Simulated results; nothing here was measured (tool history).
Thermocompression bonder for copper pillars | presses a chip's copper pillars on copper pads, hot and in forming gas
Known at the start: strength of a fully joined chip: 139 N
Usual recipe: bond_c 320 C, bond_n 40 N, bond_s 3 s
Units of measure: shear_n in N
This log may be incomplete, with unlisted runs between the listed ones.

run	hour	bond_c	bond_n	bond_s	shear_n
1	0.0	320	40	3	61.4
2	7.6	320	40	3	61.4
3	19.2	320	40	3	61.3
4	27.7	320	40	3	61.2
5	35.9	320	45	3	64.9
6	47.9	320	45	3	64.7
7	56.9	320	45	3	64.4
8	66.8	320	45	3	63.8
9	75.7	320	45	3	64.3
10	83.8	320	45	3	64.0
11	92.4	320	40	7	80.3
12	97.4	320	40	5	71.8
13	106.0	320	40	5	71.6
14	113.4	320	40	5	71.6
15	121.9	320	40	5	71.8
16	128.1	304	27	2	34.7
17	136.3	324	51	3	70.0
18	145.6	335	51	5	88.7
19	153.8	335	51	5	88.5
20	163.1	296	48	3	50.5
21	169.1	346	38	2	64.9
22	176.8	334	27	4	62.9
23	188.3	330	25	9	76.2
# hour 192.4: forming gas filter changed
24	200.7	321	30	9	83.2
25	212.3	298	25	9	61.0
26	221.2	295	25	2	31.9
27	229.6	294	25	2	31.5
28	235.5	326	56	7	101.2
29	246.6	302	56	9	90.1
30	253.5	318	56	4	81.7

Predict each of these 5 candidate next runs independently; none follows another, all start after run 30:
A	264.7	320	47	3	?
B	264.7	307	30	5	?
C	264.7	310	24	2	?
D	264.7	320	39	3	?
E	264.7	337	40	3	?

run	shear_n
A	69.7
B	58.8
C	37.6
D	63.7
E	76.0
With the hidden condition removed and each run's random variation left untouched, the same runs would have given:
run	shear_n
A	68.0
B	57.1
C	36.2
D	62.0
E	74.3
